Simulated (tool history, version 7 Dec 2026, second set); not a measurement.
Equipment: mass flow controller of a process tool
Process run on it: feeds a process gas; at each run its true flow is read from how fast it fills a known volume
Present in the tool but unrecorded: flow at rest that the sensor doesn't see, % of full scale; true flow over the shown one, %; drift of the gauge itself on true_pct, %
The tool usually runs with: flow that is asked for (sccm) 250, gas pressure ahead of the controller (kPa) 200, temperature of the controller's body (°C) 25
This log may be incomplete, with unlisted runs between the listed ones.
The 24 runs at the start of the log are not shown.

run,day,flow that is asked for (sccm),gas pressure ahead of the controller (kPa),temperature of the controller's body (°C),hours of work since the controller was set to zero,hours of work since the controller was changed,true flow (%)
25,259.162,52,151,30,621,7812,99.68
26,266.029,69,266,30,680,7871,99.38
27,273.854,93,202,29,748,7939,99.51
28,288.546,90,140,33,876,8067,99.81
29,303.388,90,140,35,1005,8196,100.00
30,310.871,250,150,29,1070,8261,99.53
31,317.708,250,150,29,1130,8321,99.58
32,333.879,61,172,25,1270,8461,98.91
33,343.696,87,200,25,1356,8547,99.10
34,354.317,90,246,36,1448,8639,100.00
35,363.504,250,144,23,1528,8719,99.05
36,375.367,250,144,23,1631,8822,99.10
37,382.567,142,170,23,1694,8885,98.79

Each row is a separate what-if for the run after 37, all from the same tool condition, not one after another. Results?
A,393.075,142,172,23,1785,8976,?
B,393.075,137,170,40,1785,8976,?
C,393.075,113,251,25,1785,8976,?
D,393.075,250,200,36,1785,8976,?

run,true flow (%)
A,98.62
B,100.25
C,98.92
D,99.98
Had the tool no hidden state, the same runs would have come out as:
run,true flow (%)
A,99.32
B,100.96
C,99.62
D,100.70
